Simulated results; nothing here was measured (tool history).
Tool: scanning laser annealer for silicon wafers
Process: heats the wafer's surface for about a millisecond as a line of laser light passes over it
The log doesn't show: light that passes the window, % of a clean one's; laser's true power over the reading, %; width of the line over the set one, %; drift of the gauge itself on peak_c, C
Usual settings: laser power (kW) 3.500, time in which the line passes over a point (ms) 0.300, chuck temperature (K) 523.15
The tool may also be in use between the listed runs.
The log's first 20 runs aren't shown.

run	hour	laser power (kW)	time in which the line passes over a point (ms)	chuck temperature (K)	hours of work since the window was cleaned	hours of work since the power meter was calibrated	hours of work since the optics were aligned	highest temperature of the surface (K)
21	360.5	3.500	0.300	523.15	116	164	1662	1273.15
22	375.2	3.500	0.300	535.15	123	170	1668	1291.15
23	396.6	3.745	0.366	490.15	132	180	1677	1407.15
24	413.2	3.745	0.366	490.15	139	187	1684	1406.15
25	427.8	3.299	0.225	511.15	145	193	1690	1107.15
26	447.3	3.210	0.300	558.15	153	201	1698	1227.15
27	469.2	3.210	0.300	558.15	163	210	1708	1227.15
28	486.7	3.743	0.297	513.15	170	218	1715	1331.15
29	510.2	3.743	0.297	513.15	180	228	1725	1330.15
30	526.0	3.743	0.297	513.15	187	235	1732	1330.15
31	547.2	3.500	0.370	560.15	196	244	1741	1400.15
32	558.1	3.500	0.370	560.15	201	248	1746	1401.15
33	571.2	3.074	0.300	561.15	206	254	1751	1194.15
34	582.4	3.144	0.270	517.15	211	259	1756	1135.15
35	598.7	3.085	0.372	562.15	218	266	1763	1275.15
36	622.7	3.538	0.372	493.15	228	276	1773	1351.15

The next listed run, before its measurement:
37	641.9	3.538	0.372	493.15	236	284	1781	?

highest temperature of the surface (K): 1351.15
Without the tool's hidden state the same run would have given highest temperature of the surface (K) 1351.15.

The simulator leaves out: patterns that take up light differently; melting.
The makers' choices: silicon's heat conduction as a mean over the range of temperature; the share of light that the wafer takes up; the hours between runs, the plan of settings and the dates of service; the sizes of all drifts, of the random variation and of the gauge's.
